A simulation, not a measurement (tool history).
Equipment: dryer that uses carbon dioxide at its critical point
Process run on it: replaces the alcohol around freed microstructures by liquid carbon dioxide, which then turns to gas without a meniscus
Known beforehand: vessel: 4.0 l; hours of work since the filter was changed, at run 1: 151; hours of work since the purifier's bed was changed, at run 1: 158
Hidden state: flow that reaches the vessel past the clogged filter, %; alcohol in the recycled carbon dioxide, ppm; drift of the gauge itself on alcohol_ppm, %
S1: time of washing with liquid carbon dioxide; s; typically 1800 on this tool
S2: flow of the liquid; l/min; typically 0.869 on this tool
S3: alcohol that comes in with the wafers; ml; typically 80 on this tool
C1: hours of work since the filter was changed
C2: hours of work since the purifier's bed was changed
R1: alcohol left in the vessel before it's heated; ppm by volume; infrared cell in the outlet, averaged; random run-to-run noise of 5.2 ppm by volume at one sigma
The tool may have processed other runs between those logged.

run 1 day=0.000 | S1=1800 S2=0.869 S3=80 | C1=151 C2=158 | R1=132
run 2 day=0.562 | S1=1800 S2=0.869 S3=80 | C1=157 C2=164 | R1=133
run 3 day=0.988 | S1=1800 S2=0.869 S3=80 | C1=162 C2=168 | R1=134
run 4 day=1.333 | S1=1800 S2=0.562 S3=80 | C1=166 C2=172 | R1=753
run 5 day=1.683 | S1=1800 S2=0.562 S3=80 | C1=169 C2=176 | R1=711
run 6 day=2.146 | S1=1800 S2=0.869 S3=80 | C1=174 C2=181 | R1=134
run 7 day=2.604 | S1=1740 S2=0.869 S3=80 | C1=179 C2=186 | R1=157
run 8 day=3.129 | S1=1740 S2=0.869 S3=80 | C1=185 C2=191 | R1=167
run 9 day=3.392 | S1=1740 S2=0.869 S3=80 | C1=188 C2=194 | R1=162
run 10 day=3.754 | S1=1800 S2=0.869 S3=80 | C1=192 C2=198 | R1=129
run 11 day=4.296 | S1=1800 S2=0.869 S3=80 | C1=197 C2=204 | R1=149
run 12 day=4.883 | S1=1800 S2=0.869 S3=80 | C1=204 C2=210 | R1=138
run 13 day=5.217 | S1=1800 S2=0.869 S3=80 | C1=207 C2=214 | R1=134
run 14 day=5.533 | S1=1800 S2=0.869 S3=80 | C1=211 C2=217 | R1=153
run 15 day=6.083 | S1=1800 S2=0.869 S3=80 | C1=216 C2=223 | R1=149
run 16 day=6.375 | S1=1800 S2=0.869 S3=80 | C1=220 C2=226 | R1=153
run 17 day=6.829 | S1=1800 S2=0.869 S3=80 | C1=224 C2=231 | R1=147
run 18 day=7.350 | S1=1800 S2=0.869 S3=80 | C1=230 C2=236 | R1=142
run 19 day=7.925 | S1=1800 S2=0.869 S3=80 | C1=236 C2=242 | R1=160
run 20 day=8.492 | S1=1800 S2=0.869 S3=80 | C1=242 C2=249 | R1=160
run 21 day=8.988 | S1=1500 S2=0.869 S3=80 | C1=248 C2=254 | R1=314
run 22 day=9.450 | S1=1500 S2=0.869 S3=80 | C1=252 C2=259 | R1=328
run 23 day=10.021 | S1=2100 S2=0.657 S3=63 | C1=259 C2=265 | R1=212
run 24 day=10.396 | S1=2820 S2=0.667 S3=63 | C1=263 C2=269 | R1=76
run 25 day=10.771 | S1=1800 S2=0.656 S3=80 | C1=267 C2=273 | R1=475
run 26 day=11.038 | S1=1800 S2=0.656 S3=80 | C1=269 C2=276 | R1=478
run 27 day=11.517 | S1=2520 S2=1.003 S3=64 | C1=275 C2=281 | R1=41
run 28 day=11.804 | S1=1800 S2=1.134 S3=58 | C1=278 C2=284 | R1=50
run 29 day=12.092 | S1=1320 S2=0.869 S3=58 | C1=281 C2=287 | R1=393
run 30 day=12.471 | S1=1200 S2=1.235 S3=80 | C1=285 C2=291 | R1=206
run 31 day=12.912 | S1=1740 S2=0.869 S3=118 | C1=289 C2=296 | R1=267
run 32 day=13.429 | S1=1740 S2=0.869 S3=118 | C1=295 C2=301 | R1=259
-- day=13.742 inlet filter changed
run 33 day=13.850 | S1=2520 S2=0.598 S3=80 | C1=1 C2=305 | R1=151
run 34 day=14.308 | S1=1320 S2=0.529 S3=80 | C1=6 C2=310 | R1=1887
run 35 day=14.842 | S1=1320 S2=0.529 S3=80 | C1=12 C2=316 | R1=1800
run 36 day=15.200 | S1=1080 S2=0.869 S3=80 | C1=16 C2=320 | R1=817
run 37 day=15.450 | S1=1080 S2=0.869 S3=80 | C1=18 C2=322 | R1=826
run 38 day=15.725 | S1=1080 S2=0.869 S3=80 | C1=21 C2=325 | R1=815
run 39 day=16.292 | S1=1980 S2=0.579 S3=37 | C1=27 C2=331 | R1=221
run 40 day=16.854 | S1=1980 S2=0.579 S3=37 | C1=33 C2=337 | R1=221
run 41 day=17.275 | S1=1980 S2=0.579 S3=37 | C1=38 C2=342 | R1=223

For each run, the measured value with the value that run would have given without the tool's hidden condition subtracted. The run-to-run variation is shared by both, the gauge scatter possibly not:
run=1 R1=+39
run=2 R1=+40
run=3 R1=+41
run=4 R1=+125
run=5 R1=+122
run=6 R1=+43
run=7 R1=+49
run=8 R1=+52
run=9 R1=+53
run=10 R1=+49
run=11 R1=+52
run=12 R1=+51
run=13 R1=+53
run=14 R1=+54
run=15 R1=+56
run=16 R1=+57
run=17 R1=+58
run=18 R1=+58
run=19 R1=+60
run=20 R1=+64
run=21 R1=+104
run=22 R1=+107
run=23 R1=+79
run=24 R1=+41
run=25 R1=+143
run=26 R1=+143
run=27 R1=+31
run=28 R1=+37
run=29 R1=+125
run=30 R1=+84
run=31 R1=+107
run=32 R1=+113
run=33 R1=+32
run=34 R1=+44
run=35 R1=+49
run=36 R1=+45
run=37 R1=+47
run=38 R1=+50
run=39 R1=+40
run=40 R1=+40
run=41 R1=+42
